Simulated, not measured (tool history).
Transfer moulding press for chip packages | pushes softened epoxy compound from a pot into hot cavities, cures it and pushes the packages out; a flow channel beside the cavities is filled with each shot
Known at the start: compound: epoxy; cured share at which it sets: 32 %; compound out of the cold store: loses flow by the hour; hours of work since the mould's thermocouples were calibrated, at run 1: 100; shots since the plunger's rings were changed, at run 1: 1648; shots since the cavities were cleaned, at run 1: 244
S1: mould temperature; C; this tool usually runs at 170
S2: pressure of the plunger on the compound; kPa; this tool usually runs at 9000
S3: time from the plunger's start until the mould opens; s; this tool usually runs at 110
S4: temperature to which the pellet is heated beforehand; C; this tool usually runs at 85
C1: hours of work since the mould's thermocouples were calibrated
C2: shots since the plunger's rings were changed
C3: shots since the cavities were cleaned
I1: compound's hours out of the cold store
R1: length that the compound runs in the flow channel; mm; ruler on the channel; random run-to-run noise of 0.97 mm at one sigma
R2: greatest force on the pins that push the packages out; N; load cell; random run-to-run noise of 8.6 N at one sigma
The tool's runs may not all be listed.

run 1 hour=0.0 | S1=170 S2=9000 S3=110 S4=85 | C1=100 C2=1648 C3=244 | I1=12.2 | R1=563.7 R2=538
-- hour=25.5 cavities cleaned with cleaning compound and waxed
-- hour=74.6 cavities cleaned with cleaning compound and waxed
run 2 hour=93.2 | S1=163 S2=9000 S3=110 S4=85 | C1=159 C2=2573 C3=191 | I1=20.4 | R1=542.9 R2=690
-- hour=124.3 cavities cleaned with cleaning compound and waxed
run 3 hour=138.1 | S1=163 S2=9000 S3=120 S4=85 | C1=188 C2=3018 C3=142 | I1=41.1 | R1=487.6 R2=553
-- hour=172.8 cavities cleaned with cleaning compound and waxed
run 4 hour=190.4 | S1=163 S2=9000 S3=120 S4=85 | C1=222 C2=3538 C3=181 | I1=31.0 | R1=512.8 R2=588
-- hour=217.7 cavities cleaned with cleaning compound and waxed
-- hour=233.8 plunger's sealing rings changed
-- hour=268.5 cavities cleaned with cleaning compound and waxed
run 5 hour=281.4 | S1=170 S2=9000 S3=110 S4=76 | C1=278 C2=473 C3=133 | I1=31.3 | R1=515.0 R2=449
-- hour=315.0 cavities cleaned with cleaning compound and waxed
-- hour=360.8 cavities cleaned with cleaning compound and waxed
run 6 hour=376.9 | S1=170 S2=9000 S3=110 S4=76 | C1=340 C2=1421 C3=166 | I1=24.4 | R1=528.4 R2=498
-- hour=386.2 mould's thermocouples calibrated
-- hour=411.6 cavities cleaned with cleaning compound and waxed
run 7 hour=444.3 | S1=170 S2=9000 S3=110 S4=76 | C1=38 C2=2075 C3=335 | I1=25.3 | R1=525.1 R2=556
-- hour=459.5 cavities cleaned with cleaning compound and waxed
run 8 hour=493.1 | S1=170 S2=9000 S3=110 S4=76 | C1=69 C2=2560 C3=344 | I1=44.5 | R1=475.8 R2=563
-- hour=506.5 cavities cleaned with cleaning compound and waxed
-- hour=553.6 cavities cleaned with cleaning compound and waxed
run 9 hour=554.1 | S1=176 S2=9000 S3=116 S4=85 | C1=107 C2=3155 C3=5 | I1=13.7 | R1=544.3 R2=359
-- hour=602.0 cavities cleaned with cleaning compound and waxed
run 10 hour=620.6 | S1=176 S2=9000 S3=116 S4=85 | C1=150 C2=3821 C3=190 | I1=13.2 | R1=544.9 R2=440
-- hour=631.9 plunger's sealing rings changed
-- hour=651.7 mould's thermocouples calibrated, once more
-- hour=653.2 cavities cleaned with cleaning compound and waxed
run 11 hour=693.0 | S1=168 S2=8760 S3=116 S4=86 | C1=26 C2=590 C3=408 | I1=28.9 | R1=517.4 R2=595
-- hour=702.6 cavities cleaned with cleaning compound and waxed
-- hour=749.8 cavities cleaned with cleaning compound and waxed
run 12 hour=783.8 | S1=168 S2=8070 S3=148 S4=86 | C1=85 C2=1490 C3=349 | I1=22.5 | R1=509.9 R2=514
-- hour=794.4 cavities cleaned with cleaning compound and waxed
-- hour=840.1 cavities cleaned with cleaning compound and waxed
run 13 hour=852.7 | S1=167 S2=9000 S3=126 S4=93 | C1=128 C2=2166 C3=130 | I1=22.0 | R1=534.8 R2=478

Each row is a separate what-if for the run after 13, all from the same tool condition, not one after another. Results?
-- hour=890.0 cavities cleaned with cleaning compound and waxed
run A hour=899.6 | S1=168 S2=9000 S3=110 S4=85 | C1=158 C2=2631 C3=99 | I1=21.5 | R1=? R2=?
-- hour=890.0 cavities cleaned with cleaning compound and waxed
run B hour=899.6 | S1=170 S2=7270 S3=110 S4=85 | C1=158 C2=2631 C3=99 | I1=20.2 | R1=? R2=?
-- hour=890.0 cavities cleaned with cleaning compound and waxed
run C hour=899.6 | S1=175 S2=8480 S3=110 S4=85 | C1=158 C2=2631 C3=99 | I1=15.0 | R1=? R2=?
-- hour=890.0 cavities cleaned with cleaning compound and waxed
run D hour=899.6 | S1=164 S2=9000 S3=126 S4=93 | C1=158 C2=2631 C3=99 | I1=28.9 | R1=? R2=?
-- hour=890.0 cavities cleaned with cleaning compound and waxed
run E hour=899.6 | S1=170 S2=9000 S3=135 S4=85 | C1=158 C2=2631 C3=99 | I1=42.9 | R1=? R2=?

run=A R1=536.3 R2=491
run=B R1=482.5 R2=468
run=C R1=531.0 R2=444
run=D R1=519.0 R2=472
run=E R1=478.6 R2=416
Without the tool's hidden state the same runs would have given:
run=A R1=546.5 R2=406
run=B R1=491.7 R2=386
run=C R1=541.1 R2=364
run=D R1=528.9 R2=390
run=E R1=487.6 R2=342

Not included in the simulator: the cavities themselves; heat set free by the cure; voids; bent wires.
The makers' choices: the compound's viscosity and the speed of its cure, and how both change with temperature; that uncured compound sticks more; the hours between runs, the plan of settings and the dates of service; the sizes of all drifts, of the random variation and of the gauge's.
